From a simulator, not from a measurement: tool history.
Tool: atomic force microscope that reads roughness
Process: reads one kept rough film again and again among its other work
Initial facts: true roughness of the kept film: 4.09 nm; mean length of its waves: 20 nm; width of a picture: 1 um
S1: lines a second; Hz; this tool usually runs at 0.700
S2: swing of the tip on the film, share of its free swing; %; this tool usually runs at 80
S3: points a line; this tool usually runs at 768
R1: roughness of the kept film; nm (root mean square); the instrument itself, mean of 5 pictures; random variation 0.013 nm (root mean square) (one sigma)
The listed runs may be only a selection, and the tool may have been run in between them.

run	hour	S1	S2	S3	R1
1	0.0	0.700	80	768	2.043
# hour 3.3: new tip fitted
2	19.6	0.700	80	768	2.964
3	42.8	2.146	80	768	2.428
4	70.7	2.146	80	768	2.195
5	101.5	2.146	80	768	1.983
6	125.5	2.146	80	768	1.822
# hour 143.8: new tip fitted
7	155.1	2.146	80	768	2.726
8	174.8	0.700	80	768	2.801
9	205.7	1.433	80	768	2.363
10	236.9	1.126	80	768	2.170
11	264.2	0.700	80	768	2.049
12	277.0	0.700	80	768	1.988
# hour 283.9: new tip fitted
13	298.5	0.700	80	774	2.963
14	321.3	0.700	80	298	2.657
15	344.9	0.700	80	298	2.446
16	360.8	2.876	86	586	1.887
17	383.8	2.876	86	586	1.755
18	412.7	3.884	73	813	1.752

Run 19 has not been measured yet. What should we expect?
# hour 423.8: new tip fitted
19	439.3	0.566	59	663	?

R1: 3.119 nm (root mean square)
Had the tool carried no hidden state, the very same run would have given R1 3.336 nm (root mean square).

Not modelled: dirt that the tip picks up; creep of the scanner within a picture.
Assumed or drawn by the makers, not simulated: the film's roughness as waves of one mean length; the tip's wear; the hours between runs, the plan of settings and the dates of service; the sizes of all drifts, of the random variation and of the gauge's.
